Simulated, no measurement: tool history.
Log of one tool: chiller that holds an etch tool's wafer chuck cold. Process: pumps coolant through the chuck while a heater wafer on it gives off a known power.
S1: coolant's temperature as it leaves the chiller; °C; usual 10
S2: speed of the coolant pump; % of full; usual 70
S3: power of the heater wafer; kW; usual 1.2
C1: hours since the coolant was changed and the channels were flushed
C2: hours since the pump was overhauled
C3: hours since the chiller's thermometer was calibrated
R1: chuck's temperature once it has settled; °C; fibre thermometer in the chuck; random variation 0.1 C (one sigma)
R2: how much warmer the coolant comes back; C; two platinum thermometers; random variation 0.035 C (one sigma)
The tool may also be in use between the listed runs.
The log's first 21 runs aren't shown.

Run 22, hour 567.8: usual settings but S1 18 °C, S2 69 % of full, S3 1.652 kW; C1 2112; C2 213; C3 4643. Result: R1 32.5 °C, R2 8.53 C.
Run 23, hour 591.5: usual settings but S2 71 % of full, S3 0.942 kW; C1 2135; C2 237; C3 4667. Result: R1 17.9 °C, R2 4.63 C.
Run 24, hour 612.5: usual settings but S2 77 % of full, S3 0.756 kW; C1 2157; C2 258; C3 4688. Result: R1 15.7 °C, R2 3.44 C.
Run 25, hour 644: usual settings but S2 77 % of full, S3 0.756 kW; C1 2188; C2 290; C3 4720. Result: R1 15.6 °C, R2 3.44 C.
Run 26, hour 674.5: usual settings but S2 77 % of full, S3 0.756 kW; C1 2219; C2 320; C3 4750. Result: R1 15.5 °C, R2 3.41 C.
Run 27, hour 697.4: usual settings but S2 77 % of full, S3 0.756 kW; C1 2241; C2 343; C3 4773. Result: R1 15.7 °C, R2 3.44 C.
Run 28, hour 723.4: usual settings but S2 65 % of full, S3 1.322 kW; C1 2267; C2 369; C3 4799. Result: R1 22.2 °C, R2 7.31 C.
Run 29, hour 758.2: usual settings but S2 65 % of full, S3 1.322 kW; C1 2302; C2 404; C3 4834. Result: R1 22.2 °C, R2 7.29 C.
Run 30, hour 775.9: usual settings but S2 65 % of full, S3 1.322 kW; C1 2320; C2 422; C3 4851. Result: R1 22.2 °C, R2 7.28 C.
Run 31, hour 808.8: usual settings but S1 7 °C, S2 68 % of full, S3 0.82 kW; C1 2353; C2 455; C3 4884. Result: R1 14 °C, R2 4.29 C.

Forecast each of these 5 alternatives for the next run:
Run A, hour 844.7: usual settings but S1 7 °C, S2 73 % of full, S3 0.646 kW; C1 2389; C2 490; C3 4920. Result: R1 ?, R2 ?.
Run B, hour 844.7: usual settings but S3 1.138 kW; C1 2389; C2 490; C3 4920. Result: R1 ?, R2 ?.
Run C, hour 844.7: usual settings but S1 18 °C, S2 68 % of full, S3 0.82 kW; C1 2389; C2 490; C3 4920. Result: R1 ?, R2 ?.
Run D, hour 844.7: usual settings but S1 12 °C, S2 68 % of full, S3 0.82 kW; C1 2389; C2 490; C3 4920. Result: R1 ?, R2 ?.
Run E, hour 844.7: usual settings but S1 7 °C, S2 83 % of full, S3 1.735 kW; C1 2389; C2 490; C3 4920. Result: R1 ?, R2 ?.

run    R1    R2
  A    12  3.12
  B  19.8  5.69
  C    25   4.3
  D    19  4.35
  E  19.9  7.24
Without the tool's hidden state the same runs would have given:
run    R1    R2
  A  12.5  3.09
  B  20.2  5.62
  C  25.4  4.25
  D  19.4   4.3
  E  20.2  7.15
